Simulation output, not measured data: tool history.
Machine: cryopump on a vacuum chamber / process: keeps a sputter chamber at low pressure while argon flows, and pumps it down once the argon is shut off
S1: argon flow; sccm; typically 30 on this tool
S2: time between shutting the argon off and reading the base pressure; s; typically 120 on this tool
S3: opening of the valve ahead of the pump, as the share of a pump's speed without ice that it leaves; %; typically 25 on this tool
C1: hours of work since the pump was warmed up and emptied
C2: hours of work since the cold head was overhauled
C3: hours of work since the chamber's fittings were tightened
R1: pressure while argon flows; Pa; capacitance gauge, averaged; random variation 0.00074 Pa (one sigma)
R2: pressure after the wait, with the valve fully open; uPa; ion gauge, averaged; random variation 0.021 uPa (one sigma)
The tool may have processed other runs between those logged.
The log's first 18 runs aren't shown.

| run | hour | S1 | S2 | S3 | C1 | C2 | C3 | R1 | R2 |
|---|---|---|---|---|---|---|---|---|---|
| 19 | 1094.1 | 12 | 120 | 25 | 220 | 3789 | 1910 | 0.0580 | 0.70 |
| 20 | 1142.2 | 12 | 120 | 25 | 261 | 3830 | 1951 | 0.0584 | 0.73 |
| 21 | 1183.8 | 12 | 120 | 25 | 296 | 3865 | 1986 | 0.0581 | 0.73 |
| 22 | 1225.3 | 13 | 45 | 25 | 331 | 3901 | 2021 | 0.0638 | 1.00 |
|  | 1257.6 | pump warmed up, emptied and cooled again |
| 23 | 1297.8 | 13 | 45 | 25 | 34 | 3958 | 2079 | 0.0601 | 0.93 |
| 24 | 1360.0 | 30 | 66 | 40 | 87 | 4011 | 2132 | 0.0893 | 0.81 |
| 25 | 1430.2 | 30 | 243 | 37 | 147 | 4071 | 2192 | 0.0980 | 0.56 |
| 26 | 1471.1 | 42 | 253 | 53 | 182 | 4106 | 2227 | 0.0979 | 0.62 |
| 27 | 1544.4 | 42 | 253 | 53 | 244 | 4168 | 2289 | 0.1008 | 0.63 |
| 28 | 1614.8 | 19 | 252 | 21 | 304 | 4228 | 2349 | 0.1104 | 0.68 |
| 29 | 1663.4 | 43 | 120 | 22 | 346 | 4270 | 2390 | 0.2392 | 0.74 |
|  | 1676.3 | pump warmed up, emptied and cooled again |
| 30 | 1716.5 | 45 | 120 | 46 | 34 | 4311 | 2431 | 0.1158 | 0.66 |
| 31 | 1771.0 | 49 | 271 | 52 | 81 | 4357 | 2478 | 0.1138 | 0.64 |
| 32 | 1812.9 | 49 | 271 | 52 | 116 | 4393 | 2514 | 0.1149 | 0.62 |
| 33 | 1896.3 | 42 | 120 | 22 | 188 | 4464 | 2585 | 0.2285 | 0.78 |
| 34 | 1947.7 | 23 | 37 | 41 | 231 | 4508 | 2628 | 0.0706 | 1.17 |
| 35 | 2015.0 | 30 | 120 | 26 | 289 | 4565 | 2686 | 0.1414 | 0.80 |

Predict each of these 3 candidate next runs independently; none follows another, all start after run 35:
| A | 2072.9 | 28 | 297 | 16 | 338 | 4614 | 2735 | ? | ? |
| B | 2072.9 | 30 | 58 | 39 | 338 | 4614 | 2735 | ? | ? |
| C | 2072.9 | 41 | 25 | 26 | 338 | 4614 | 2735 | ? | ? |

| run | R1 | R2 |
|---|---|---|
| A | 0.2109 | 0.75 |
| B | 0.0983 | 1.00 |
| C | 0.1956 | 1.56 |
The same runs, with their run-to-run variation unchanged, on a tool lacking any hidden condition would have given:
| run | R1 | R2 |
|---|---|---|
| A | 0.2009 | 0.28 |
| B | 0.0876 | 0.54 |
| C | 0.1810 | 1.09 |
